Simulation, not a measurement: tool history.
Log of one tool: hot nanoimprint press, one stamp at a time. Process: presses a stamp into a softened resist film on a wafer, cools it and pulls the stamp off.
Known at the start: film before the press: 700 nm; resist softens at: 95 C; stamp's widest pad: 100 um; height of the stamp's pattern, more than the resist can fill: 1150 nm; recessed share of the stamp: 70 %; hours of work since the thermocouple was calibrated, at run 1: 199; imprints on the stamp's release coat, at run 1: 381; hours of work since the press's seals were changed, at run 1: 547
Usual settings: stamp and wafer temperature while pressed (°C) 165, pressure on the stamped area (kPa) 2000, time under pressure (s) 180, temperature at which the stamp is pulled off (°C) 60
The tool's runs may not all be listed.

run,hour,stamp and wafer temperature while pressed (°C),pressure on the stamped area (kPa),time under pressure (s),temperature at which the stamp is pulled off (°C),hours of work since the thermocouple was calibrated,imprints on the stamp's release coat,hours of work since the press's seals were changed,resist left under the stamp's widest pad (angstrom),greatest force while the stamp is pulled off (N)
1,0.0,165,2000,180,60,199,381,547,3783,209
2,34.7,165,2000,180,56,215,466,562,3793,227
3,69.9,165,2000,180,56,230,553,578,3811,228
4,102.9,165,2000,180,56,245,635,593,3796,215
# hour 165.9: plate thermocouple calibrated
5,183.8,165,2000,180,56,8,827,628,3766,224
6,246.0,165,2000,180,60,36,981,656,3798,211
7,305.5,165,2000,180,60,63,1128,683,3761,209
8,348.4,165,2000,180,60,82,1234,702,3774,201
9,397.5,165,2000,180,60,104,1355,724,3757,209
10,453.4,165,2000,180,60,129,1493,749,3774,206

Forecast run 11:
11,508.3,154,2640,180,60,154,1629,774,?,?

resist left under the stamp's widest pad (angstrom): 5461
greatest force while the stamp is pulled off (N): 213
Without the tool's hidden state the same run would have given resist left under the stamp's widest pad (angstrom) 5455, greatest force while the stamp is pulled off (N) 211.

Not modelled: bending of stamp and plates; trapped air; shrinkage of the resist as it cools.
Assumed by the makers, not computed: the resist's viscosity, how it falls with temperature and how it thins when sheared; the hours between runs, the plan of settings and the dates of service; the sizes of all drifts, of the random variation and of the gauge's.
